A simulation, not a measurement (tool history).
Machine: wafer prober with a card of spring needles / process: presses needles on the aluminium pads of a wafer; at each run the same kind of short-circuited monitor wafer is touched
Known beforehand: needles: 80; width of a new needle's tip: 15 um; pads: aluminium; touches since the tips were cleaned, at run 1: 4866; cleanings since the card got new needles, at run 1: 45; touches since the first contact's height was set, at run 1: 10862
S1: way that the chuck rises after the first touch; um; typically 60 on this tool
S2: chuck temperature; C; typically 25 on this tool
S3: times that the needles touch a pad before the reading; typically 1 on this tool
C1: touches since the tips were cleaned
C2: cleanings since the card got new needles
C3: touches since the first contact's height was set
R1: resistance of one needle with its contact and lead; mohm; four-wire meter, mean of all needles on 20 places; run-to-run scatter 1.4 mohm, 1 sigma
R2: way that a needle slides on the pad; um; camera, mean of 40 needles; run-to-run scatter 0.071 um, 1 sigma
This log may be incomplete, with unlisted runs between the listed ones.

{"run": 1, "day": 0.0, "S1": 60, "S2": 25, "S3": 1, "C1": 4866, "C2": 45, "C3": 10862, "R1": 170, "R2": 16.14}
{"day": 0.121, "done": "tips cleaned on abrasive film"}
{"day": 0.654, "done": "tips cleaned on abrasive film"}
{"run": 2, "day": 1.0, "S1": 60, "S2": 25, "S3": 1, "C1": 4469, "C2": 47, "C3": 23759, "R1": 174, "R2": 15.96}
{"day": 1.212, "done": "tips cleaned on abrasive film"}
{"day": 1.75, "done": "tips cleaned on abrasive film"}
{"day": 2.317, "done": "tips cleaned on abrasive film"}
{"day": 2.871, "done": "tips cleaned on abrasive film"}
{"run": 3, "day": 3.021, "S1": 60, "S2": 25, "S3": 1, "C1": 1977, "C2": 51, "C3": 49878, "R1": 155, "R2": 15.93}
{"day": 3.362, "done": "tips cleaned on abrasive film"}
{"day": 3.925, "done": "tips cleaned on abrasive film"}
{"run": 4, "day": 4.296, "S1": 60, "S2": 25, "S3": 1, "C1": 4837, "C2": 53, "C3": 66347, "R1": 178, "R2": 15.87}
{"day": 4.392, "done": "tips cleaned on abrasive film"}
{"day": 4.954, "done": "tips cleaned on abrasive film"}
{"run": 5, "day": 5.325, "S1": 60, "S2": 25, "S3": 2, "C1": 4809, "C2": 55, "C3": 79616, "R1": 158, "R2": 15.73}
{"day": 5.438, "done": "tips cleaned on abrasive film"}
{"day": 5.988, "done": "tips cleaned on abrasive film"}
{"run": 6, "day": 6.296, "S1": 55, "S2": 25, "S3": 1, "C1": 4027, "C2": 57, "C3": 92180, "R1": 194, "R2": 14.41}
{"day": 6.512, "done": "tips cleaned on abrasive film"}
{"day": 6.975, "done": "tips cleaned on abrasive film"}
{"day": 7.508, "done": "tips cleaned on abrasive film"}
{"run": 7, "day": 7.508, "S1": 55, "S2": 25, "S3": 1, "C1": 0, "C2": 60, "C3": 107810, "R1": 131, "R2": 14.33}
{"day": 8.083, "done": "tips cleaned on abrasive film"}
{"day": 8.65, "done": "tips cleaned on abrasive film"}
{"run": 8, "day": 8.738, "S1": 55, "S2": 25, "S3": 1, "C1": 1111, "C2": 62, "C3": 123681, "R1": 155, "R2": 14.2}
{"day": 9.204, "done": "tips cleaned on abrasive film"}
{"day": 9.733, "done": "tips cleaned on abrasive film"}
{"run": 9, "day": 9.95, "S1": 55, "S2": 25, "S3": 1, "C1": 2818, "C2": 64, "C3": 139342, "R1": 176, "R2": 14.18}
{"day": 10.288, "done": "tips cleaned on abrasive film"}
{"day": 10.412, "done": "height of the first contact set anew"}
{"day": 10.833, "done": "tips cleaned on abrasive film"}
{"day": 11.179, "done": "tips cleaned on abrasive film, once more"}
{"day": 11.754, "done": "tips cleaned on abrasive film"}
{"run": 10, "day": 11.938, "S1": 60, "S2": 25, "S3": 1, "C1": 2386, "C2": 68, "C3": 19668, "R1": 165, "R2": 15.93}
{"day": 12.262, "done": "tips cleaned on abrasive film"}
{"day": 12.833, "done": "tips cleaned on abrasive film"}
{"day": 13.371, "done": "tips cleaned on abrasive film"}
{"run": 11, "day": 13.708, "S1": 40, "S2": 25, "S3": 1, "C1": 4409, "C2": 71, "C3": 42583, "R1": 270, "R2": 10.54}
{"day": 13.946, "done": "tips cleaned on abrasive film"}
{"day": 14.408, "done": "tips cleaned on abrasive film"}
{"day": 14.988, "done": "tips cleaned on abrasive film"}
{"run": 12, "day": 15.054, "S1": 40, "S2": 25, "S3": 1, "C1": 830, "C2": 74, "C3": 59897, "R1": 185, "R2": 10.46}
{"day": 15.512, "done": "tips cleaned on abrasive film"}
{"day": 15.975, "done": "tips cleaned on abrasive film"}
{"run": 13, "day": 16.212, "S1": 51, "S2": 25, "S3": 1, "C1": 3111, "C2": 76, "C3": 74916, "R1": 185, "R2": 13.46}
{"day": 16.45, "done": "tips cleaned on abrasive film"}
{"day": 16.979, "done": "tips cleaned on abrasive film"}
{"day": 17.492, "done": "tips cleaned on abrasive film"}
{"day": 18.062, "done": "tips cleaned on abrasive film"}
{"run": 14, "day": 18.183, "S1": 51, "S2": 25, "S3": 1, "C1": 1621, "C2": 80, "C3": 100351, "R1": 177, "R2": 13.21}
{"day": 18.533, "done": "tips cleaned on abrasive film"}
{"day": 19.0, "done": "tips cleaned on abrasive film"}
{"run": 15, "day": 19.304, "S1": 51, "S2": 25, "S3": 1, "C1": 3989, "C2": 82, "C3": 114821, "R1": 204, "R2": 13.17}
{"day": 19.538, "done": "tips cleaned on abrasive film"}
{"day": 20.004, "done": "tips cleaned on abrasive film"}
{"day": 20.571, "done": "tips cleaned on abrasive film"}
{"run": 16, "day": 20.942, "S1": 53, "S2": 31, "S3": 2, "C1": 4814, "C2": 85, "C3": 135944, "R1": 179, "R2": 13.62}
{"day": 21.058, "done": "tips cleaned on abrasive film"}
{"day": 21.6, "done": "tips cleaned on abrasive film"}
{"day": 21.725, "done": "height of the first contact set anew"}
{"run": 17, "day": 22.0, "S1": 53, "S2": 31, "S3": 2, "C1": 5041, "C2": 87, "C3": 3542, "R1": 175, "R2": 14.23}
{"day": 22.117, "done": "tips cleaned on abrasive film"}
{"day": 22.658, "done": "tips cleaned on abrasive film"}
{"day": 23.208, "done": "tips cleaned on abrasive film"}
{"run": 18, "day": 23.583, "S1": 42, "S2": 92, "S3": 3, "C1": 4893, "C2": 90, "C3": 24008, "R1": 189, "R2": 11.14}
{"day": 23.704, "done": "tips cleaned on abrasive film"}
{"day": 24.229, "done": "tips cleaned on abrasive film"}
{"day": 24.788, "done": "tips cleaned on abrasive film"}
{"run": 19, "day": 25.038, "S1": 64, "S2": 30, "S3": 1, "C1": 3255, "C2": 93, "C3": 42790, "R1": 174, "R2": 17.05}
{"day": 25.258, "done": "tips cleaned on abrasive film"}
{"day": 25.838, "done": "tips cleaned on abrasive film"}
{"run": 20, "day": 26.296, "S1": 51, "S2": 30, "S3": 2, "C1": 5966, "C2": 95, "C3": 59044, "R1": 189, "R2": 13.44}
{"day": 26.417, "done": "tips cleaned on abrasive film"}
{"day": 26.971, "done": "tips cleaned on abrasive film"}
{"day": 27.496, "done": "tips cleaned on abrasive film"}
{"run": 21, "day": 27.496, "S1": 47, "S2": 47, "S3": 2, "C1": 0, "C2": 98, "C3": 74496, "R1": 139, "R2": 12.26}
{"day": 28.058, "done": "tips cleaned on abrasive film"}
{"day": 28.525, "done": "tips cleaned on abrasive film"}
{"run": 22, "day": 28.833, "S1": 71, "S2": 25, "S3": 2, "C1": 4056, "C2": 100, "C3": 91824, "R1": 149, "R2": 18.7}
{"day": 29.062, "done": "tips cleaned on abrasive film"}
{"day": 29.617, "done": "tips cleaned on abrasive film"}
{"day": 30.175, "done": "tips cleaned on abrasive film"}
{"run": 23, "day": 30.504, "S1": 72, "S2": 81, "S3": 1, "C1": 4324, "C2": 103, "C3": 113419, "R1": 177, "R2": 18.91}
{"day": 30.742, "done": "tips cleaned on abrasive film"}
{"day": 31.279, "done": "tips cleaned on abrasive film"}
{"run": 24, "day": 31.425, "S1": 64, "S2": 27, "S3": 3, "C1": 1904, "C2": 105, "C3": 125266, "R1": 137, "R2": 16.61}
{"day": 31.746, "done": "tips cleaned on abrasive film"}
{"day": 32.312, "done": "tips cleaned on abrasive film"}
{"day": 32.775, "done": "tips cleaned on abrasive film"}
{"day": 32.988, "done": "height of the first contact set anew"}
{"day": 33.333, "done": "tips cleaned on abrasive film"}
{"run": 25, "day": 33.479, "S1": 61, "S2": 25, "S3": 1, "C1": 1896, "C2": 109, "C3": 6339, "R1": 166, "R2": 16.45}
{"day": 33.825, "done": "tips cleaned on abrasive film"}
{"day": 34.396, "done": "tips cleaned on abrasive film"}
{"day": 34.879, "done": "tips cleaned on abrasive film"}
{"run": 26, "day": 34.975, "S1": 61, "S2": 25, "S3": 1, "C1": 1264, "C2": 112, "C3": 25686, "R1": 150, "R2": 16.34}
{"day": 35.429, "done": "tips cleaned on abrasive film"}
{"run": 27, "day": 35.883, "S1": 43, "S2": 92, "S3": 1, "C1": 5943, "C2": 113, "C3": 37463, "R1": 280, "R2": 11.39}
{"day": 35.979, "done": "tips cleaned on abrasive film"}
{"day": 36.442, "done": "tips cleaned on abrasive film"}
{"day": 37.0, "done": "tips cleaned on abrasive film"}
{"run": 28, "day": 37.054, "S1": 43, "S2": 92, "S3": 1, "C1": 721, "C2": 116, "C3": 52524, "R1": 174, "R2": 11.32}
{"day": 37.5, "done": "tips cleaned on abrasive film"}
{"day": 38.067, "done": "tips cleaned on abrasive film"}
{"run": 29, "day": 38.275, "S1": 43, "S2": 92, "S3": 2, "C1": 2708, "C2": 118, "C3": 68322, "R1": 195, "R2": 11.18}

Alternative continuations, all from the tool just after run 29; predict every row:
{"day": 38.625, "done": "tips cleaned on abrasive film"}
{"day": 39.192, "done": "tips cleaned on abrasive film"}
{"run": "A", "day": 39.196, "S1": 60, "S2": 79, "S3": 1, "C1": 80, "C2": 120, "C3": 80193, "R1": "?", "R2": "?"}
{"day": 38.625, "done": "tips cleaned on abrasive film"}
{"day": 39.192, "done": "tips cleaned on abrasive film"}
{"run": "B", "day": 39.196, "S1": 59, "S2": 70, "S3": 2, "C1": 80, "C2": 120, "C3": 80193, "R1": "?", "R2": "?"}
{"day": 38.625, "done": "tips cleaned on abrasive film"}
{"day": 39.192, "done": "tips cleaned on abrasive film"}
{"run": "C", "day": 39.196, "S1": 43, "S2": 77, "S3": 2, "C1": 80, "C2": 120, "C3": 80193, "R1": "?", "R2": "?"}
{"day": 38.625, "done": "tips cleaned on abrasive film"}
{"day": 39.192, "done": "tips cleaned on abrasive film"}
{"run": "D", "day": 39.196, "S1": 60, "S2": 118, "S3": 3, "C1": 80, "C2": 120, "C3": 80193, "R1": "?", "R2": "?"}

run=A R1=139 R2=15.82
run=B R1=136 R2=15.50
run=C R1=149 R2=11.16
run=D R1=139 R2=15.82
Take away the tool's hidden state, keep each run's random variation, and the runs would have read:
run=A R1=127 R2=16.19
run=B R1=126 R2=15.87
run=C R1=134 R2=11.53
run=D R1=131 R2=16.19
